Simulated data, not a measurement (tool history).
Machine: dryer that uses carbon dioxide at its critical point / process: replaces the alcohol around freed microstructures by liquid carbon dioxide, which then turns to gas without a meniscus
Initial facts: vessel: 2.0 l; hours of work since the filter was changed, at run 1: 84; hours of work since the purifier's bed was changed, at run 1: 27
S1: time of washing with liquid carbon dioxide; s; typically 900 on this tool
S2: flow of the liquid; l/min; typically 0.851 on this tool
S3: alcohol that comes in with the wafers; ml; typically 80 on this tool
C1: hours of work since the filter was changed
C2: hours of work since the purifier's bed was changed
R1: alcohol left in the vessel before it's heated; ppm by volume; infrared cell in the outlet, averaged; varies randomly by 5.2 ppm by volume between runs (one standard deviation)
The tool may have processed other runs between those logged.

run   hour    S1     S2   S3   C1  C2    R1
  1    0.0   900  0.851   80   84  27   143
  2    4.6   900  1.234   80   86  29    14
  3   11.9   900  1.234   80   89  33    26
  4   15.9   900  1.234   80   91  34    30
  5   24.1   900  1.234   75   95  38    28
  6   30.7   900  1.234   75   98  42    26
  7   34.9   900  0.851  100  100  44   174
  8   40.0   900  0.851  100  103  46   184
  9   45.9   840  0.851  100  106  49   267
 10   54.0   900  0.851   80  109  53   156
 11   60.6   900  0.851   80  113  56   152
 12   67.1  1080  0.594   80  116  59   354
 13   76.6  1080  0.594   80  120  63   368
 14   80.8  1080  0.594   80  122  65   364
 15   86.6  1080  0.538   22  125  68   165
 16   96.4   960  0.812   22  130  73    52
 17  104.9   960  0.812   22  134  77    60
 18  109.0   600  0.651   37  136  79  1117
 19  118.0   660  1.063  116  140  83   385
 20  122.8  1140  1.063   37  142  86    21
 21  132.2   660  0.851   99  147  90   869
 22  139.4   960  0.851   47  150  94    94

Alternative continuations, all from the tool just after run 22; predict every row:
  A  146.0  900  0.851   65  153  97   ?
  B  146.0  780  1.157   47  153  97   ?
  C  146.0  900  0.851  120  153  97   ?

run   R1
  A  161
  B   70
  C  264
What these runs would have given with no unlogged condition in the tool:
run   R1
  A   77
  B   28
  C  127
